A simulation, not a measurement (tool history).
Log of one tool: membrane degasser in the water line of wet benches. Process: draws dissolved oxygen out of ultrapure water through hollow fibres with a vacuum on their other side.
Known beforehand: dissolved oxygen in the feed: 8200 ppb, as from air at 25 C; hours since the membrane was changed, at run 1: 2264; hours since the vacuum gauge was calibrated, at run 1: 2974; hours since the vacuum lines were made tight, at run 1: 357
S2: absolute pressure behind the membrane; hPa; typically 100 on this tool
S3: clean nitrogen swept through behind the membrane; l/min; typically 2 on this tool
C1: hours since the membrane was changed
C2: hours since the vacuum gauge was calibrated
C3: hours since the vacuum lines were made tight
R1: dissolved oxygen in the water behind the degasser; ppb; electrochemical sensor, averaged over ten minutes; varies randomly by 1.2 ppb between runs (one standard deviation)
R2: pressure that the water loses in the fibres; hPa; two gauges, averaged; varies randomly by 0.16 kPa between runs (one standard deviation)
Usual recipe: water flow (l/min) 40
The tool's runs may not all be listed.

run 1 hour=0 | water_flow_(l/min)=40 S2=100 S3=2 | C1=2264 C2=2974 C3=357 | R1=306 R2=293.5
run 2 hour=36.2 | water_flow_(l/min)=40 S2=100 S3=2 | C1=2300 C2=3010 C3=393 | R1=307.5 R2=295.4
run 3 hour=83 | water_flow_(l/min)=40 S2=100 S3=2 | C1=2347 C2=3057 C3=440 | R1=305.4 R2=295.4
run 4 hour=127.2 | water_flow_(l/min)=40 S2=100 S3=2 | C1=2392 C2=3101 C3=484 | R1=306.6 R2=293.7
run 5 hour=174.1 | water_flow_(l/min)=40 S2=97 S3=2 | C1=2438 C2=3148 C3=531 | R1=293.8 R2=292.5
-- hour=179.4 vacuum gauge calibrated
run 6 hour=214.8 | water_flow_(l/min)=40 S2=97 S3=2 | C1=2479 C2=35 C3=571 | R1=296.7 R2=296
run 7 hour=258.7 | water_flow_(l/min)=40 S2=97 S3=1.39 | C1=2522 C2=79 C3=615 | R1=403.6 R2=294.5
run 8 hour=327 | water_flow_(l/min)=40 S2=97 S3=1.39 | C1=2591 C2=148 C3=684 | R1=404.9 R2=293.6
run 9 hour=377.8 | water_flow_(l/min)=40 S2=97 S3=1.39 | C1=2642 C2=198 C3=734 | R1=404 R2=291.8
run 10 hour=419.6 | water_flow_(l/min)=34 S2=158 S3=1.71 | C1=2683 C2=240 C3=776 | R1=542.4 R2=253.6
run 11 hour=466.4 | water_flow_(l/min)=54 S2=100 S3=4.89 | C1=2730 C2=287 C3=823 | R1=189.1 R2=400.9
-- hour=534.6 vacuum gauge calibrated, once more
run 12 hour=537.3 | water_flow_(l/min)=57 S2=221 S3=5.42 | C1=2801 C2=3 C3=893 | R1=449.6 R2=421
run 13 hour=589.1 | water_flow_(l/min)=57 S2=221 S3=5.42 | C1=2852 C2=54 C3=945 | R1=454 R2=419.6
run 14 hour=650.2 | water_flow_(l/min)=40 S2=67 S3=2 | C1=2914 C2=116 C3=1006 | R1=158.1 R2=296.4
run 15 hour=684.4 | water_flow_(l/min)=40 S2=67 S3=2 | C1=2948 C2=150 C3=1041 | R1=158.4 R2=298
run 16 hour=737.3 | water_flow_(l/min)=40 S2=66 S3=3.42 | C1=3001 C2=203 C3=1093 | R1=96.6 R2=298.5
run 17 hour=784.4 | water_flow_(l/min)=40 S2=66 S3=3.42 | C1=3048 C2=250 C3=1140 | R1=96.1 R2=295.9

Below are 3 alternative next runs, each starting from the tool's condition after run 17. Predict each:
run A hour=834.5 | water_flow_(l/min)=56 S2=104 S3=2.04 | C1=3098 C2=300 C3=1191 | R1=? R2=?
run B hour=834.5 | water_flow_(l/min)=40 S2=144 S3=2 | C1=3098 C2=300 C3=1191 | R1=? R2=?
run C hour=834.5 | water_flow_(l/min)=40 S2=66 S3=1.96 | C1=3098 C2=300 C3=1191 | R1=? R2=?

run=A R1=418 R2=413.4
run=B R1=477.9 R2=296.2
run=C R1=157.8 R2=295.5
Stripped of hidden state, with their random variation kept, the same runs would have yielded:
run=A R1=414.3 R2=409.4
run=B R1=475.1 R2=293.3
run=C R1=155 R2=292.6
